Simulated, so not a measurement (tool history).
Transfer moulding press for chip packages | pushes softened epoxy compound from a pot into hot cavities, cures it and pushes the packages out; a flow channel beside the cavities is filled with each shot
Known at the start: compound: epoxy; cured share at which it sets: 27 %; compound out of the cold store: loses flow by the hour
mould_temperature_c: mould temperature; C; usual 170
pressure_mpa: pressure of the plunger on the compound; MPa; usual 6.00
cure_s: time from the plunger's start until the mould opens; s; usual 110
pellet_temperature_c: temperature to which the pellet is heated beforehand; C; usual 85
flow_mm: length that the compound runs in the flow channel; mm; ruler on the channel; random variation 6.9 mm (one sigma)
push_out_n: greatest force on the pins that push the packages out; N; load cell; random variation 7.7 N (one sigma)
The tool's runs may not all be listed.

run,day,mould_temperature_c,pressure_mpa,cure_s,pellet_temperature_c,incoming compound's hours out of the cold store,flow_mm,push_out_n
1,0.000,170,6.00,110,85,13.4,831,641
2,1.088,170,6.00,110,85,11.9,842,712
# day 1.700: cavities cleaned with cleaning compound and waxed
3,2.983,170,6.00,110,85,40.8,735,540
4,3.950,170,6.00,110,85,31.1,743,674
# day 4.512: plunger's sealing rings changed
# day 5.704: cavities cleaned with cleaning compound and waxed
5,5.704,170,6.00,126,85,29.7,809,288
6,6.962,170,6.00,126,85,47.6,731,485
7,9.058,170,6.00,126,85,27.7,807,633
# day 9.638: cavities cleaned with cleaning compound and waxed
8,10.542,170,6.00,144,85,22.3,819,413
9,11.917,170,6.00,144,85,21.7,824,550
# day 13.508: cavities cleaned with cleaning compound and waxed
10,13.554,170,7.39,144,85,9.4,954,305
11,15.617,170,6.01,144,85,42.2,724,509
12,16.667,170,6.01,144,85,16.4,826,592
# day 17.404: cavities cleaned with cleaning compound and waxed
13,18.600,170,6.00,110,85,19.7,803,595
14,19.596,170,6.00,110,85,26.2,764,674
15,20.746,170,6.00,110,85,30.1,757,755
# day 20.950: plunger's sealing rings changed
# day 21.408: cavities cleaned with cleaning compound and waxed
16,22.208,170,6.00,110,85,39.8,787,495
# day 22.896: mould's thermocouples calibrated
17,23.454,174,6.00,110,84,44.0,745,540
18,25.271,177,6.00,110,91,10.8,832,599
# day 25.433: cavities cleaned with cleaning compound and waxed
19,26.412,174,5.70,98,77,30.3,763,514
20,27.467,174,5.70,98,77,44.6,695,624
21,28.492,165,5.28,102,84,46.8,699,1022
# day 29.358: cavities cleaned with cleaning compound and waxed
22,30.508,165,5.28,102,84,11.2,824,894
23,31.988,170,5.77,117,84,28.2,768,612
# day 33.288: cavities cleaned with cleaning compound and waxed
24,33.704,169,5.05,110,85,34.3,680,455
25,35.588,170,6.00,115,78,13.2,823,622
# day 37.175: cavities cleaned with cleaning compound and waxed
# day 37.633: plunger's sealing rings changed
26,37.721,170,4.66,115,85,27.7,728,415
27,38.658,176,7.50,91,80,38.6,836,558

3 ways to go on from here, each from the tool as it stands after run 27. What would each give?
A,39.600,171,7.50,91,88,36.0,?,?
B,39.600,164,5.63,140,85,41.2,?,?
C,39.600,164,6.64,136,80,34.7,?,?

run,flow_mm,push_out_n
A,862,839
B,762,624
C,851,630
Without the tool's hidden state the same runs would have given:
run,flow_mm,push_out_n
A,868,421
B,767,322
C,857,321
